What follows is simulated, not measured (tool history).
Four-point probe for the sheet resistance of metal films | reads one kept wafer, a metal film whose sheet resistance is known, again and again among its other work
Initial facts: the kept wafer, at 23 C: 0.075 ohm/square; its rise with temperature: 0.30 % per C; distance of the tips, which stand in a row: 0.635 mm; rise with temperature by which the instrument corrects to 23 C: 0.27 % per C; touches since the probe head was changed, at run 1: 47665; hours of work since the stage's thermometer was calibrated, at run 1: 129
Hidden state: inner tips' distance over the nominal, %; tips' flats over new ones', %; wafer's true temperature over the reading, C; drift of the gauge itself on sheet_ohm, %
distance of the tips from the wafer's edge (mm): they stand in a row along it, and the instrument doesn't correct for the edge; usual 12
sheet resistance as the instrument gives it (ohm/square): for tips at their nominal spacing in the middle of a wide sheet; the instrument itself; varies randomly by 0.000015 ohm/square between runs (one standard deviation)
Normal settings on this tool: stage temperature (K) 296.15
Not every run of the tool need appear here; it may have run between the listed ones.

run    hour  stage temperature (K)  distance of the tips from the wafer's edge (mm)  touches since the probe head was changed  hours of work since the stage's thermometer was calibrated  sheet resistance as the instrument gives it (ohm/square)
  1       0                 296.15                                               12                                     47665                                                         129                                                  0.074421
  2    58.1                 296.15                                               12                                     48553                                                         164                                                  0.074441
  3   122.2                 307.15                                               12                                     49533                                                         203                                                  0.074703
  4   168.9                 307.15                                               12                                     50247                                                         231                                                  0.074701
  5   260.6                 296.15                                               20                                     51649                                                         287                                                  0.074371
  6   325.1                 303.15                                               12                                     52636                                                         326                                                  0.074585
  7   392.4                 296.15                                               12                                     53664                                                         367                                                  0.074414
  8   447.8                 296.15                                               12                                     54512                                                         401                                                  0.074406
  9   529.7                 296.15                                               12                                     55764                                                         450                                                  0.074409
 10   599.2                 296.15                                               12                                     56825                                                         492                                                  0.074411
 11   674.1                 296.15                                               12                                     57971                                                         538                                                  0.074405
 12   728.5                 296.15                                               12                                     58803                                                         571                                                  0.074379
 13   821.4                 296.15                                               12                                     60223                                                         627                                                    0.0744
 14   885.3                 303.15                                               12                                     61200                                                         666                                                  0.074533
 15   986.8                 305.15                                               49                                     62751                                                         727                                                  0.074462
 16  1084.2                 305.15                                               49                                     64241                                                         786                                                  0.074449
 17  1159.6                 305.15                                               11                                     65393                                                         832                                                  0.074556
 18  1219.9                 291.15                                                9                                     66315                                                         868                                                  0.074318
 19  1270.7                 291.15                                                9                                     67091                                                         899                                                  0.074317
 20  1333.6                 296.15                                                5                                     68053                                                         937                                                  0.074871
 21  1384.7                 294.15                                                9                                     68835                                                         968                                                  0.074372
 22  1467.2                 294.15                                                9                                     70096                                                        1018                                                  0.074391
 23  1523.2                 294.15                                                9                                     70952                                                        1052                                                  0.074382
 24  1624.4                 294.15                                                9                                     72499                                                        1114                                                  0.074374
 25    1714                 294.15                                                9                                     73870                                                        1168                                                  0.074349
 26  1777.5                 294.15                                                9                                     74841                                                        1206                                                  0.074367
 27  1878.1                 308.15                                               26                                     76378                                                        1267                                                  0.074471

Predict each of these 5 candidate next runs independently; none follows another, all start after run 27:
  A  1959.1                 294.15                                               34                                     77617                                                        1316                                                         ?
  B  1959.1                 292.15                                                9                                     77617                                                        1316                                                         ?
  C  1959.1                 292.15                                               33                                     77617                                                        1316                                                         ?
  D  1959.1                 293.15                                               30                                     77617                                                        1316                                                         ?
  E  1959.1                 302.15                                               60                                     77617                                                        1316                                                         ?

run  sheet resistance as the instrument gives it (ohm/square)
  A                                                  0.074142
  B                                                  0.074278
  C                                                  0.074086
  D                                                  0.074162
  E                                                  0.074347
Take away the tool's hidden state, keep each run's random variation, and the runs would have read:
run  sheet resistance as the instrument gives it (ohm/square)
  A                                                  0.074959
  B                                                  0.075095
  C                                                  0.074902
  D                                                  0.074979
  E                                                  0.075168
